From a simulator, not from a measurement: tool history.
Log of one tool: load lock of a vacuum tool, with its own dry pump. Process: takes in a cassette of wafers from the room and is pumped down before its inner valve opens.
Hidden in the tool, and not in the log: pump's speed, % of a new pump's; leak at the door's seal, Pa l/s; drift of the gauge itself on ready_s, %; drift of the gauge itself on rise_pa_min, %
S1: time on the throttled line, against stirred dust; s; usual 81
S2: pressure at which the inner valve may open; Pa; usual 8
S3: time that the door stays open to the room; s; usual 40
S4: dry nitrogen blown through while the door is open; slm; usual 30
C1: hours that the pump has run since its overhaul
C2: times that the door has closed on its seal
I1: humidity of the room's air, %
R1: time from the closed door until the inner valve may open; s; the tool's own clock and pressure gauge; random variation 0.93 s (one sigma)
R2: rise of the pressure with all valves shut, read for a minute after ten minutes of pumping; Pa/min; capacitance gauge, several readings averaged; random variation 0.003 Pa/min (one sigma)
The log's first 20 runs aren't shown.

{"run": 21, "day": 81.296, "S1": 45, "S2": 6, "S3": 40, "S4": 30, "C1": 3155, "C2": 10851, "I1": 41.4, "R1": 124.5, "R2": 0.012}
{"run": 22, "day": 87.467, "S1": 121, "S2": 9, "S3": 40, "S4": 11, "C1": 3303, "C2": 11336, "I1": 44.9, "R1": 175.3, "R2": 0.014}
{"run": 23, "day": 90.079, "S1": 121, "S2": 9, "S3": 40, "S4": 11, "C1": 3366, "C2": 11542, "I1": 47, "R1": 177.2, "R2": 0.016}
{"run": 24, "day": 95.992, "S1": 52, "S2": 8, "S3": 55, "S4": 30, "C1": 3508, "C2": 12006, "I1": 45.2, "R1": 125.6, "R2": 0.01}
{"run": 25, "day": 99.792, "S1": 68, "S2": 8, "S3": 115, "S4": 30, "C1": 3599, "C2": 12305, "I1": 43.8, "R1": 139, "R2": 0.017}
{"run": 26, "day": 105.725, "S1": 68, "S2": 8, "S3": 115, "S4": 30, "C1": 3742, "C2": 12771, "I1": 44.4, "R1": 137.2, "R2": 0.021}
{"run": 27, "day": 109.804, "S1": 58, "S2": 13, "S3": 40, "S4": 30, "C1": 3840, "C2": 13092, "I1": 44.4, "R1": 125.6, "R2": 0.013}
{"run": 28, "day": 114.912, "S1": 58, "S2": 13, "S3": 40, "S4": 30, "C1": 3962, "C2": 13494, "I1": 42.2, "R1": 125, "R2": 0.013}
{"run": 29, "day": 118.175, "S1": 58, "S2": 13, "S3": 40, "S4": 30, "C1": 4040, "C2": 13750, "I1": 43.4, "R1": 126.6, "R2": 0.007}
{"run": 30, "day": 122.629, "S1": 122, "S2": 15, "S3": 79, "S4": 17, "C1": 4147, "C2": 14100, "I1": 46.2, "R1": 172.2, "R2": 0.022}
{"run": 31, "day": 127.279, "S1": 122, "S2": 15, "S3": 79, "S4": 17, "C1": 4259, "C2": 14466, "I1": 47, "R1": 169.3, "R2": 0.022}
{"run": 32, "day": 131.162, "S1": 122, "S2": 15, "S3": 79, "S4": 17, "C1": 4352, "C2": 14771, "I1": 47.9, "R1": 170.5, "R2": 0.022}
{"run": 33, "day": 136.967, "S1": 89, "S2": 8, "S3": 40, "S4": 30, "C1": 4491, "C2": 15227, "I1": 48.7, "R1": 154, "R2": 0.011}
{"run": 34, "day": 140.812, "S1": 89, "S2": 8, "S3": 40, "S4": 30, "C1": 4584, "C2": 15530, "I1": 46.8, "R1": 154.8, "R2": 0.012}
{"run": 35, "day": 145.654, "S1": 89, "S2": 8, "S3": 40, "S4": 30, "C1": 4700, "C2": 15910, "I1": 44.1, "R1": 152.9, "R2": 0.013}
{"run": 36, "day": 151.717, "S1": 89, "S2": 13, "S3": 40, "S4": 19, "C1": 4845, "C2": 16387, "I1": 44.6, "R1": 150, "R2": 0.012}
{"run": 37, "day": 156.308, "S1": 43, "S2": 7, "S3": 40, "S4": 19, "C1": 4956, "C2": 16748, "I1": 44.9, "R1": 120.6, "R2": 0.011}

3 ways to go on from here, each from the tool as it stands after run 37. What would each give?
{"run": "A", "day": 161.621, "S1": 68, "S2": 7, "S3": 67, "S4": 6, "C1": 5083, "C2": 17165, "I1": 42.6, "R1": "?", "R2": "?"}
{"run": "B", "day": 161.621, "S1": 43, "S2": 16, "S3": 40, "S4": 16, "C1": 5083, "C2": 17165, "I1": 41.9, "R1": "?", "R2": "?"}
{"run": "C", "day": 161.621, "S1": 155, "S2": 8, "S3": 40, "S4": 30, "C1": 5083, "C2": 17165, "I1": 39.5, "R1": "?", "R2": "?"}

run=A R1=138.1 R2=0.03
run=B R1=112.8 R2=0.018
run=C R1=199.3 R2=0.007
Without the tool's hidden state the same runs would have given:
run=A R1=138.1 R2=0.029
run=B R1=112.6 R2=0.016
run=C R1=199.3 R2=0.006
